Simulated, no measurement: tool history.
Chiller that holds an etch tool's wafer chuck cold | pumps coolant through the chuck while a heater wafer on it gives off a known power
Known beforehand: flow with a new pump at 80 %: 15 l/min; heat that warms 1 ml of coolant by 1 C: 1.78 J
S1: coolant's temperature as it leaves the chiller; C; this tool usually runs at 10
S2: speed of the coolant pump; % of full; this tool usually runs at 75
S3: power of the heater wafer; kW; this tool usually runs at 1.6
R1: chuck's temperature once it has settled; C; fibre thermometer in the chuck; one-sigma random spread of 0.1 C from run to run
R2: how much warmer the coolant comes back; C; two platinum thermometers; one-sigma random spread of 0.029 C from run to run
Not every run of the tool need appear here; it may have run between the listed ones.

Run 1, hour 0: usual settings. Result: R1 27.4 C, R2 3.94 C.
Run 2, hour 53.3: usual settings but S3 2.366 kW. Result: R1 35.9 C, R2 5.77 C.
Run 3, hour 108.7: usual settings but S3 2.366 kW. Result: R1 35.8 C, R2 5.82 C.
Run 4, hour 143.1: usual settings but S2 64 % of full, S3 2.366 kW. Result: R1 37.8 C, R2 6.83 C.
Run 5, hour 192.6: usual settings but S2 64 % of full, S3 2.366 kW. Result: R1 38 C, R2 6.73 C.
Run 6, hour 262.3: usual settings but S2 64 % of full, S3 2.366 kW. Result: R1 38 C, R2 6.78 C.
Run 7, hour 297: usual settings but S1 19 C. Result: R1 36.8 C, R2 3.99 C.
Run 8, hour 331: usual settings but S2 80 % of full. Result: R1 27.4 C, R2 3.75 C.
Run 9, hour 373.8: usual settings but S2 72 % of full. Result: R1 28.3 C, R2 4.11 C.
Run 10, hour 444.1: usual settings but S2 72 % of full. Result: R1 28.3 C, R2 4.09 C.
Run 11, hour 503.8: usual settings but S2 72 % of full. Result: R1 28.2 C, R2 4.15 C.
Run 12, hour 537: usual settings but S1 5 C. Result: R1 23.3 C, R2 3.91 C.
Run 13, hour 587.8: usual settings but S1 5 C. Result: R1 22.8 C, R2 4.01 C.
Run 14, hour 645.7: usual settings but S1 5 C. Result: R1 23.1 C, R2 3.97 C.
Run 15, hour 692.4: usual settings but S1 5 C. Result: R1 23 C, R2 3.97 C.
Run 16, hour 723.9: usual settings but S1 5 C. Result: R1 23 C, R2 3.97 C.
Run 17, hour 787.7: usual settings but S1 5 C, S2 76 % of full. Result: R1 22.9 C, R2 3.91 C.
At hour 824.5: chiller's thermometer calibrated.
Run 18, hour 859: usual settings but S1 16 C, S2 62 % of full, S3 1.282 kW. Result: R1 31.3 C, R2 3.88 C.
At hour 901.6: coolant changed, channels flushed.
Run 19, hour 913: usual settings but S1 8 C, S2 69 % of full, S3 0.829 kW. Result: R1 16 C, R2 2.21 C.
Run 20, hour 974.2: usual settings but S1 8 C, S2 69 % of full, S3 0.829 kW. Result: R1 15.9 C, R2 2.29 C.
Run 21, hour 1011.7: usual settings but S1 8 C, S2 69 % of full, S3 0.829 kW. Result: R1 16 C, R2 2.29 C.
Run 22, hour 1050.3: usual settings but S1 11 C, S3 1.004 kW. Result: R1 20.7 C, R2 2.54 C.
Run 23, hour 1113.2: usual settings but S1 11 C, S3 1.004 kW. Result: R1 20.6 C, R2 2.53 C.
Run 24, hour 1171.5: usual settings but S2 84 % of full, S3 1.003 kW. Result: R1 19.1 C, R2 2.27 C.
Run 25, hour 1202.6: usual settings but S1 9 C, S2 81 % of full, S3 1.003 kW. Result: R1 18.4 C, R2 2.31 C.
Run 26, hour 1266.7: usual settings but S1 16 C, S2 81 % of full, S3 1.933 kW. Result: R1 33.8 C, R2 4.52 C.
Run 27, hour 1324.7: usual settings but S1 16 C, S2 81 % of full, S3 1.933 kW. Result: R1 34 C, R2 4.47 C.
Run 28, hour 1379.2: usual settings but S1 19 C, S2 82 % of full, S3 1.11 kW. Result: R1 29.2 C, R2 2.59 C.
Run 29, hour 1444.7: usual settings but S1 19 C, S2 82 % of full, S3 1.11 kW. Result: R1 29.4 C, R2 2.55 C.
Run 30, hour 1486: usual settings but S1 12 C, S2 61 % of full. Result: R1 29 C, R2 4.99 C.
Run 31, hour 1521.8: usual settings but S1 9 C, S2 96 % of full, S3 2.268 kW. Result: R1 28.7 C, R2 4.44 C.
Run 32, hour 1589.5: usual settings but S1 15 C. Result: R1 30.5 C, R2 4.07 C.
Run 33, hour 1621.3: usual settings but S1 5 C. Result: R1 20.4 C, R2 4.07 C.

Alternative continuations, all from the tool just after run 33; predict every row:
Run A, hour 1681.5: usual settings but S1 4 C, S3 1.128 kW. Result: R1 ?, R2 ?.
Run B, hour 1681.5: usual settings but S1 14 C, S2 91 % of full. Result: R1 ?, R2 ?.
Run C, hour 1681.5: usual settings but S1 6 C, S3 1.252 kW. Result: R1 ?, R2 ?.

run    R1    R2
  A  15.1  2.85
  B  28.3  3.37
  C  18.4   3.2
Had the tool no hidden state, the same runs would have come out as:
run    R1    R2
  A  14.5  2.69
  B  27.5  3.19
  C  17.7  3.03
